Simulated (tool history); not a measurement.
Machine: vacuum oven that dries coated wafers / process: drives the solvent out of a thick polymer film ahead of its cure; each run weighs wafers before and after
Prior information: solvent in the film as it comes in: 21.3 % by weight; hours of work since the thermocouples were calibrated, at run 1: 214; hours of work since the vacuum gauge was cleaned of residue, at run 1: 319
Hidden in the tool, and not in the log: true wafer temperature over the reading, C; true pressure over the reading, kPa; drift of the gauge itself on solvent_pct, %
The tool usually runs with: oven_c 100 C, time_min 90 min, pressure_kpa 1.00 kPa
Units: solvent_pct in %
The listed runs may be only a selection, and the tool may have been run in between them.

| run | day | oven_c | time_min | pressure_kpa | hours of work since the thermocouples were calibrated | hours of work since the vacuum gauge was cleaned of residue | solvent_pct |
|---|---|---|---|---|---|---|---|
| 1 | 0.000 | 100 | 90 | 1.00 | 214 | 319 | 1.06 |
| 2 | 1.762 | 100 | 90 | 1.00 | 237 | 342 | 1.10 |
| 3 | 4.396 | 100 | 90 | 1.00 | 272 | 377 | 1.03 |
| 4 | 7.112 | 100 | 90 | 1.00 | 308 | 413 | 1.08 |
| 5 | 8.962 | 100 | 90 | 1.00 | 333 | 438 | 1.05 |
| 6 | 11.708 | 100 | 61 | 1.00 | 369 | 474 | 2.28 |
| 7 | 13.496 | 100 | 61 | 1.00 | 393 | 498 | 2.31 |
| 8 | 15.754 | 100 | 61 | 1.00 | 423 | 528 | 2.25 |
| 9 | 18.096 | 100 | 61 | 1.00 | 454 | 559 | 2.35 |
| 10 | 20.429 | 100 | 90 | 1.00 | 485 | 590 | 1.07 |
| 11 | 23.000 | 100 | 90 | 1.00 | 519 | 624 | 1.16 |
| 12 | 25.158 | 100 | 90 | 3.83 | 548 | 653 | 2.33 |
| 13 | 27.817 | 100 | 90 | 0.92 | 583 | 688 | 1.02 |
| 14 | 29.488 | 100 | 90 | 1.00 | 605 | 710 | 1.13 |
| 15 | 30.842 | 100 | 90 | 1.00 | 623 | 728 | 1.12 |
| 16 | 33.325 | 100 | 52 | 1.00 | 656 | 761 | 2.93 |
| 17 | 34.921 | 100 | 90 | 1.00 | 678 | 783 | 1.05 |
| 18 | 36.967 | 100 | 90 | 1.00 | 705 | 810 | 1.04 |
| 19 | 39.171 | 100 | 88 | 1.00 | 734 | 839 | 1.17 |
| 20 | 41.617 | 100 | 113 | 1.00 | 766 | 872 | 0.66 |
| 21 | 44.112 | 100 | 113 | 1.00 | 800 | 905 | 0.73 |
| 22 | 45.508 | 100 | 113 | 0.87 | 818 | 923 | 0.62 |
| 23 | 46.992 | 100 | 113 | 0.87 | 838 | 943 | 0.69 |
| 24 | 48.562 | 88 | 106 | 1.31 | 859 | 964 | 4.13 |
| 25 | 49.817 | 88 | 106 | 1.31 | 875 | 980 | 3.98 |
| 26 | 51.079 | 88 | 106 | 1.31 | 892 | 997 | 4.15 |
| 27 | 53.317 | 100 | 113 | 1.00 | 922 | 1027 | 0.74 |
| 28 | 54.642 | 100 | 113 | 1.00 | 939 | 1045 | 0.72 |
| 29 | 56.304 | 89 | 90 | 3.87 | 962 | 1067 | 5.99 |
| 30 | 58.562 | 103 | 84 | 3.87 | 992 | 1097 | 1.90 |
| 31 | 60.779 | 95 | 90 | 1.75 | 1021 | 1126 | 2.53 |
| 32 | 63.196 | 111 | 70 | 2.86 | 1053 | 1158 | 1.03 |
| 33 | 64.621 | 107 | 90 | 1.15 | 1072 | 1177 | 0.61 |
| 34 | 66.079 | 104 | 96 | 1.50 | 1091 | 1196 | 0.78 |
| 35 | 68.600 | 104 | 96 | 0.62 | 1125 | 1230 | 0.51 |
|  | 69.133 | vacuum gauge cleaned of residue and calibrated |
| 36 | 70.771 | 100 | 90 | 2.73 | 1153 | 22 | 1.84 |
| 37 | 72.450 | 100 | 90 | 2.73 | 1175 | 44 | 1.86 |
| 38 | 74.642 | 97 | 154 | 0.91 | 1204 | 73 | 0.61 |
| 39 | 77.379 | 86 | 154 | 0.72 | 1241 | 110 | 2.61 |
| 40 | 79.312 | 86 | 154 | 0.72 | 1266 | 135 | 2.65 |
| 41 | 80.542 | 103 | 134 | 2.63 | 1283 | 152 | 1.05 |
| 42 | 82.171 | 103 | 134 | 2.63 | 1304 | 173 | 1.05 |
| 43 | 83.933 | 103 | 134 | 2.63 | 1328 | 197 | 1.12 |
|  | 86.750 | oven's thermocouples calibrated |
| 44 | 86.750 | 87 | 47 | 1.00 | 0 | 233 | 9.23 |
| 45 | 88.750 | 87 | 47 | 1.00 | 27 | 259 | 8.92 |
| 46 | 90.233 | 106 | 99 | 2.14 | 46 | 279 | 0.84 |

What if the next run were any one of these 3? Each begins from the tool's condition after run 46:
| A | 92.879 | 106 | 99 | 0.82 | 81 | 314 | ? |
| B | 92.879 | 106 | 91 | 1.86 | 81 | 314 | ? |
| C | 92.879 | 100 | 86 | 1.00 | 81 | 314 | ? |

| run | solvent_pct |
|---|---|
| A | 0.36 |
| B | 0.78 |
| C | 1.14 |
What these runs would have given with no unlogged condition in the tool:
| run | solvent_pct |
|---|---|
| A | 0.36 |
| B | 0.78 |
| C | 1.14 |
